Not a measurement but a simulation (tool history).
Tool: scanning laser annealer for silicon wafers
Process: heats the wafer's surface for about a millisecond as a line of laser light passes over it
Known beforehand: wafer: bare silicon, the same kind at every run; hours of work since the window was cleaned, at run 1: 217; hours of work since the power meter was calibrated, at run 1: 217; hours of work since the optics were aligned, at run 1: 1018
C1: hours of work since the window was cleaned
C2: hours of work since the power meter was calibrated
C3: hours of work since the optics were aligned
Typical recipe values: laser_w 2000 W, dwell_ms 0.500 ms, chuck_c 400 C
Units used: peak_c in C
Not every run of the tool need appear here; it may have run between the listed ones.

Run 1, hour 0.0: usual settings; C1 217; C2 217; C3 1018. Result: peak_c 1193 C.
Run 2, hour 9.3: usual settings; C1 224; C2 224; C3 1025. Result: peak_c 1190 C.
Run 3, hour 18.7: usual settings but dwell_ms 0.493 ms; C1 231; C2 231; C3 1032. Result: peak_c 1184 C.
Run 4, hour 28.7: usual settings but dwell_ms 0.493 ms; C1 239; C2 239; C3 1040. Result: peak_c 1187 C.
Run 5, hour 38.7: usual settings but chuck_c 433 C; C1 247; C2 247; C3 1047. Result: peak_c 1224 C.
Run 6, hour 48.9: usual settings but chuck_c 433 C; C1 254; C2 254; C3 1055. Result: peak_c 1226 C.
Run 7, hour 57.7: usual settings but chuck_c 399 C; C1 261; C2 261; C3 1062. Result: peak_c 1188 C.
Run 8, hour 68.6: usual settings but chuck_c 399 C; C1 269; C2 269; C3 1070. Result: peak_c 1187 C.
Run 9, hour 75.4: usual settings but chuck_c 386 C; C1 275; C2 275; C3 1075. Result: peak_c 1171 C.
Run 10, hour 83.6: usual settings but chuck_c 386 C; C1 281; C2 281; C3 1081. Result: peak_c 1171 C.
Run 11, hour 91.2: usual settings but chuck_c 386 C; C1 287; C2 287; C3 1087. Result: peak_c 1170 C.
Run 12, hour 100.2: usual settings; C1 294; C2 294; C3 1094. Result: peak_c 1184 C.
Run 13, hour 105.8: usual settings; C1 298; C2 298; C3 1098. Result: peak_c 1183 C.
Run 14, hour 112.3: usual settings; C1 303; C2 303; C3 1103. Result: peak_c 1186 C.
Run 15, hour 119.4: usual settings; C1 308; C2 308; C3 1109. Result: peak_c 1182 C.
At hour 128.0: window over the wafer cleaned.
Run 16, hour 129.4: usual settings; C1 1; C2 314; C3 1115. Result: peak_c 1215 C.
Run 17, hour 139.3: usual settings; C1 9; C2 322; C3 1123. Result: peak_c 1215 C.
Run 18, hour 150.2: usual settings; C1 17; C2 330; C3 1131. Result: peak_c 1214 C.
Run 19, hour 155.5: usual settings; C1 21; C2 334; C3 1135. Result: peak_c 1212 C.
Run 20, hour 165.9: usual settings but dwell_ms 0.529 ms; C1 29; C2 342; C3 1143. Result: peak_c 1236 C.
Run 21, hour 172.6: usual settings but laser_w 1854 W, dwell_ms 0.512 ms, chuck_c 391 C; C1 34; C2 347; C3 1148. Result: peak_c 1154 C.
Run 22, hour 177.3: usual settings but laser_w 1892 W, dwell_ms 0.387 ms; C1 38; C2 351; C3 1152. Result: peak_c 1068 C.
Run 23, hour 185.3: usual settings but laser_w 2068 W, dwell_ms 0.387 ms, chuck_c 377 C; C1 44; C2 357; C3 1158. Result: peak_c 1110 C.
Run 24, hour 193.3: usual settings but laser_w 2068 W, dwell_ms 0.353 ms, chuck_c 377 C; C1 50; C2 363; C3 1164. Result: peak_c 1073 C.
Run 25, hour 202.5: usual settings but laser_w 2068 W, dwell_ms 0.353 ms, chuck_c 377 C; C1 57; C2 370; C3 1171. Result: peak_c 1074 C.
Run 26, hour 213.4: usual settings but laser_w 1804 W, dwell_ms 0.596 ms, chuck_c 377 C; C1 65; C2 378; C3 1179. Result: peak_c 1178 C.
Run 27, hour 222.4: usual settings but laser_w 1723 W, dwell_ms 0.396 ms, chuck_c 409 C; C1 72; C2 385; C3 1186. Result: peak_c 1026 C.
Run 28, hour 228.9: usual settings but laser_w 1948 W, dwell_ms 0.563 ms, chuck_c 409 C; C1 77; C2 390; C3 1191. Result: peak_c 1248 C.
Run 29, hour 236.7: usual settings but dwell_ms 0.454 ms; C1 83; C2 396; C3 1197. Result: peak_c 1166 C.
Run 30, hour 247.5: usual settings but laser_w 2147 W, dwell_ms 0.393 ms, chuck_c 383 C; C1 91; C2 404; C3 1205. Result: peak_c 1141 C.
Run 31, hour 254.7: usual settings but laser_w 2032 W, dwell_ms 0.358 ms, chuck_c 399 C; C1 97; C2 410; C3 1211. Result: peak_c 1084 C.
Run 32, hour 264.2: usual settings but laser_w 1977 W, dwell_ms 0.358 ms, chuck_c 399 C; C1 104; C2 417; C3 1218. Result: peak_c 1067 C.
Run 33, hour 270.9: usual settings but laser_w 1977 W, dwell_ms 0.358 ms, chuck_c 399 C; C1 109; C2 422; C3 1223. Result: peak_c 1067 C.
Run 34, hour 278.6: usual settings but laser_w 1977 W, dwell_ms 0.522 ms, chuck_c 399 C; C1 115; C2 428; C3 1229. Result: peak_c 1212 C.
Run 35, hour 287.1: usual settings but laser_w 1977 W, dwell_ms 0.522 ms, chuck_c 399 C; C1 121; C2 435; C3 1235. Result: peak_c 1211 C.
Run 36, hour 293.1: usual settings but laser_w 1977 W, dwell_ms 0.522 ms, chuck_c 399 C; C1 126; C2 439; C3 1240. Result: peak_c 1212 C.
Run 37, hour 303.7: usual settings but laser_w 1853 W, dwell_ms 0.517 ms, chuck_c 382 C; C1 134; C2 447; C3 1248. Result: peak_c 1139 C.
Run 38, hour 310.9: usual settings but laser_w 1853 W, dwell_ms 0.517 ms, chuck_c 382 C; C1 140; C2 453; C3 1254. Result: peak_c 1141 C.
Run 39, hour 315.5: usual settings but laser_w 1940 W, dwell_ms 0.380 ms, chuck_c 367 C; C1 143; C2 456; C3 1257. Result: peak_c 1040 C.
Run 40, hour 324.2: usual settings but laser_w 1940 W, dwell_ms 0.357 ms, chuck_c 371 C; C1 150; C2 463; C3 1264. Result: peak_c 1017 C.

Difference, measured minus no-hidden-state, one row per run. Run-to-run variation is common to both terms; the gauge's own scatter need not be:
What the log doesn't record here: light that passes the window, % of a clean one's; laser's true power over the reading, %; width of the line over the set one, %; drift of the gauge itself on peak_c, C.
run  peak_c
  1     -33
  2     -34
  3     -35
  4     -35
  5     -37
  6     -37
  7     -38
  8     -39
  9     -39
 10     -40
 11     -41
 12     -42
 13     -42
 14     -43
 15     -43
 16     -11
 17     -12
 18     -13
 19     -14
 20     -15
 21     -15
 22     -13
 23     -14
 24     -14
 25     -15
 26     -19
 27     -15
 28     -21
 29     -20
 30     -21
 31     -19
 32     -19
 33     -19
 34     -24
 35     -26
 36     -26
 37     -25
 38     -25
 39     -23
 40     -23
